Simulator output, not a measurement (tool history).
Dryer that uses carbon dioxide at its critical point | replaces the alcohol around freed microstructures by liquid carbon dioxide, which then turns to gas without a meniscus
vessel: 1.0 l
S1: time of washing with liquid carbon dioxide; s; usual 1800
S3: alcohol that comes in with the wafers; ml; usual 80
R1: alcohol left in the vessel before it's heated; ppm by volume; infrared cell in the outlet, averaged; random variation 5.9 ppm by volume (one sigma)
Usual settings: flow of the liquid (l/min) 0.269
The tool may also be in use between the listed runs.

run 1 hour=0 | S1=1800 flow_of_the_liquid_(l/min)=0.269 S3=80 | R1=279
run 2 hour=19.8 | S1=1800 flow_of_the_liquid_(l/min)=0.269 S3=80 | R1=284
run 3 hour=51.1 | S1=1800 flow_of_the_liquid_(l/min)=0.269 S3=80 | R1=298
run 4 hour=83.8 | S1=1320 flow_of_the_liquid_(l/min)=0.269 S3=80 | R1=1215
run 5 hour=116 | S1=1800 flow_of_the_liquid_(l/min)=0.269 S3=80 | R1=347
run 6 hour=147.1 | S1=1800 flow_of_the_liquid_(l/min)=0.269 S3=80 | R1=366
run 7 hour=171.6 | S1=1920 flow_of_the_liquid_(l/min)=0.269 S3=80 | R1=292
run 8 hour=194.9 | S1=1920 flow_of_the_liquid_(l/min)=0.269 S3=80 | R1=312
run 9 hour=209.2 | S1=1800 flow_of_the_liquid_(l/min)=0.269 S3=80 | R1=422
run 10 hour=235.3 | S1=1500 flow_of_the_liquid_(l/min)=0.269 S3=80 | R1=928
run 11 hour=262.6 | S1=1320 flow_of_the_liquid_(l/min)=0.269 S3=80 | R1=1555
run 12 hour=291.1 | S1=1800 flow_of_the_liquid_(l/min)=0.269 S3=80 | R1=498
run 13 hour=311 | S1=1800 flow_of_the_liquid_(l/min)=0.269 S3=80 | R1=532
run 14 hour=335.4 | S1=1800 flow_of_the_liquid_(l/min)=0.269 S3=80 | R1=526
run 15 hour=352 | S1=2820 flow_of_the_liquid_(l/min)=0.214 S3=20 | R1=153
run 16 hour=383.9 | S1=2100 flow_of_the_liquid_(l/min)=0.179 S3=84 | R1=1574
run 17 hour=406.2 | S1=1800 flow_of_the_liquid_(l/min)=0.269 S3=83 | R1=647
run 18 hour=425 | S1=2820 flow_of_the_liquid_(l/min)=0.243 S3=51 | R1=186
run 19 hour=456.8 | S1=2820 flow_of_the_liquid_(l/min)=0.296 S3=51 | R1=157
run 20 hour=473.8 | S1=1800 flow_of_the_liquid_(l/min)=0.224 S3=100 | R1=1668
-- hour=500.1 inlet filter changed
run 21 hour=504.9 | S1=1440 flow_of_the_liquid_(l/min)=0.194 S3=69 | R1=2361
-- hour=528.8 purifier's bed changed
run 22 hour=538.7 | S1=1860 flow_of_the_liquid_(l/min)=0.257 S3=95 | R1=287
run 23 hour=558.6 | S1=2580 flow_of_the_liquid_(l/min)=0.425 S3=57 | R1=10
run 24 hour=580.5 | S1=2760 flow_of_the_liquid_(l/min)=0.373 S3=80 | R1=11
run 25 hour=599.5 | S1=2760 flow_of_the_liquid_(l/min)=0.373 S3=80 | R1=12
run 26 hour=613.5 | S1=1800 flow_of_the_liquid_(l/min)=0.267 S3=42 | R1=154
run 27 hour=632.6 | S1=1560 flow_of_the_liquid_(l/min)=0.42 S3=42 | R1=42
run 28 hour=663.7 | S1=1800 flow_of_the_liquid_(l/min)=0.29 S3=32 | R1=105

Forecast each of these 4 alternatives for the next run:
run A hour=677.9 | S1=1800 flow_of_the_liquid_(l/min)=0.29 S3=79 | R1=?
run B hour=677.9 | S1=1800 flow_of_the_liquid_(l/min)=0.23 S3=71 | R1=?
run C hour=677.9 | S1=1320 flow_of_the_liquid_(l/min)=0.206 S3=80 | R1=?
run D hour=677.9 | S1=1800 flow_of_the_liquid_(l/min)=0.388 S3=62 | R1=?

run=A R1=208
run=B R1=612
run=C R1=3372
run=D R1=58
Without the tool's hidden state the same runs would have given:
run=A R1=120
run=B R1=429
run=C R1=2733
run=D R1=21

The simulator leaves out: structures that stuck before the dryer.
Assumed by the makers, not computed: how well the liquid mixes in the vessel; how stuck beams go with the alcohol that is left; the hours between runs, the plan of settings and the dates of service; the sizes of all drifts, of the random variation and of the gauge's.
